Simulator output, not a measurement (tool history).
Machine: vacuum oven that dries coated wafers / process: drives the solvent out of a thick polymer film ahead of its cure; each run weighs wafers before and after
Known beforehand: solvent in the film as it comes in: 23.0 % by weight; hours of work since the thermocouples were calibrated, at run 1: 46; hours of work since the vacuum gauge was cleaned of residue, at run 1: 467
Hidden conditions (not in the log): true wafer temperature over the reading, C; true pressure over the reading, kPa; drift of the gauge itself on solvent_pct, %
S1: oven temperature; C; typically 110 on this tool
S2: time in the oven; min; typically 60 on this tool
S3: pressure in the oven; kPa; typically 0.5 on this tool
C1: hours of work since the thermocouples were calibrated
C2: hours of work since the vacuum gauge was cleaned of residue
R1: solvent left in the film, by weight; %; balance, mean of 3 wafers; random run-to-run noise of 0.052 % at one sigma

run 1 day=0 | S1=110 S2=60 S3=0.5 | C1=46 C2=467 | R1=1.44
run 2 day=1.208 | S1=110 S2=60 S3=0.5 | C1=67 C2=489 | R1=1.51
run 3 day=1.958 | S1=110 S2=60 S3=0.5 | C1=81 C2=502 | R1=1.51
run 4 day=2.717 | S1=110 S2=60 S3=0.5 | C1=94 C2=516 | R1=1.37
run 5 day=3.729 | S1=110 S2=60 S3=0.5 | C1=112 C2=534 | R1=1.46
run 6 day=4.446 | S1=110 S2=60 S3=0.5 | C1=125 C2=546 | R1=1.52
run 7 day=5.733 | S1=110 S2=60 S3=0.5 | C1=148 C2=569 | R1=1.54
run 8 day=6.629 | S1=110 S2=60 S3=0.5 | C1=164 C2=585 | R1=1.43
run 9 day=8.125 | S1=110 S2=60 S3=0.5 | C1=191 C2=612 | R1=1.59
run 10 day=8.888 | S1=110 S2=60 S3=0.5 | C1=204 C2=625 | R1=1.49
run 11 day=10.258 | S1=110 S2=60 S3=0.5 | C1=229 C2=650 | R1=1.59
run 12 day=11.567 | S1=110 S2=60 S3=0.865 | C1=252 C2=673 | R1=1.98
run 13 day=12.788 | S1=110 S2=60 S3=0.865 | C1=274 C2=695 | R1=2.02
run 14 day=14.008 | S1=110 S2=60 S3=0.865 | C1=295 C2=717 | R1=2.03
run 15 day=15.025 | S1=110 S2=82 S3=0.865 | C1=314 C2=735 | R1=1.53
run 16 day=16.379 | S1=110 S2=82 S3=0.865 | C1=338 C2=759 | R1=1.49
run 17 day=17.738 | S1=110 S2=82 S3=0.865 | C1=362 C2=783 | R1=1.65
run 18 day=19.479 | S1=110 S2=60 S3=1.683 | C1=393 C2=814 | R1=3.26
run 19 day=20.933 | S1=110 S2=105 S3=0.5 | C1=419 C2=840 | R1=1.02
run 20 day=21.996 | S1=110 S2=60 S3=0.5 | C1=438 C2=859 | R1=1.55
run 21 day=23.625 | S1=110 S2=60 S3=0.5 | C1=467 C2=888 | R1=1.65
run 22 day=24.333 | S1=110 S2=60 S3=0.5 | C1=479 C2=901 | R1=1.69
run 23 day=25.492 | S1=110 S2=60 S3=0.5 | C1=500 C2=921 | R1=1.58
run 24 day=26.271 | S1=110 S2=34 S3=1.405 | C1=514 C2=935 | R1=4.83
run 25 day=27.721 | S1=110 S2=34 S3=1.405 | C1=540 C2=961 | R1=4.87
run 26 day=28.483 | S1=110 S2=34 S3=1.405 | C1=553 C2=975 | R1=4.96
run 27 day=29.512 | S1=120 S2=63 S3=0.637 | C1=572 C2=993 | R1=0.96
run 28 day=30.817 | S1=120 S2=63 S3=0.637 | C1=595 C2=1016 | R1=0.85
-- day=30.983 vacuum gauge cleaned of residue and calibrated
run 29 day=32.504 | S1=123 S2=79 S3=0.26 | C1=624 C2=27 | R1=0.55
run 30 day=33.938 | S1=100 S2=79 S3=1.081 | C1=649 C2=53 | R1=4.3
run 31 day=35.321 | S1=100 S2=79 S3=1.081 | C1=674 C2=77 | R1=4.35
run 32 day=36.888 | S1=100 S2=79 S3=1.081 | C1=702 C2=105 | R1=4.34
-- day=38.367 vacuum gauge cleaned of residue and calibrated, once more
run 33 day=38.588 | S1=114 S2=90 S3=0.337 | C1=731 C2=4 | R1=0.49
-- day=39.904 oven's thermocouples calibrated
run 34 day=40.229 | S1=114 S2=39 S3=0.497 | C1=6 C2=32 | R1=1.78
run 35 day=41.758 | S1=106 S2=33 S3=0.5 | C1=33 C2=59 | R1=5.17
run 36 day=43.004 | S1=121 S2=81 S3=0.5 | C1=55 C2=81 | R1=0.47
run 37 day=43.983 | S1=121 S2=81 S3=0.5 | C1=73 C2=99 | R1=0.51
run 38 day=45.462 | S1=113 S2=47 S3=0.527 | C1=99 C2=125 | R1=1.55
run 39 day=46.871 | S1=112 S2=67 S3=0.527 | C1=124 C2=150 | R1=1
run 40 day=48.129 | S1=114 S2=67 S3=0.527 | C1=147 C2=172 | R1=0.77
run 41 day=49.862 | S1=113 S2=61 S3=1.179 | C1=177 C2=203 | R1=1.96
run 42 day=51.1 | S1=114 S2=33 S3=1.179 | C1=199 C2=225 | R1=3.33
run 43 day=51.85 | S1=114 S2=33 S3=1.179 | C1=213 C2=239 | R1=3.48

For each entry between runs, how does the tool's hidden state at the last listed run before it compare with that at the first listed run after it?
Run 28 -> run 29: vacuum gauge cleaned of residue and calibrated (day 30.983)
  true wafer temperature over the reading, C: -0.31 -> -0.33; true pressure over the reading, kPa: 0.209 -> 0.361
  measured result minus the result with no hidden state, R1: +0.22 -> +0.33 %
Run 32 -> run 33: vacuum gauge cleaned of residue and calibrated, once more (day 38.367)
  true wafer temperature over the reading, C: -0.41 -> -0.43; true pressure over the reading, kPa: 0.376 -> 0.006
  measured result minus the result with no hidden state, R1: +0.81 -> +0.02 %
Run 33 -> run 34: oven's thermocouples calibrated (day 39.904)
  true wafer temperature over the reading, C: -0.43 -> -0.23; true pressure over the reading, kPa: 0.006 -> 0.011
  measured result minus the result with no hidden state, R1: +0.02 -> +0.05 %
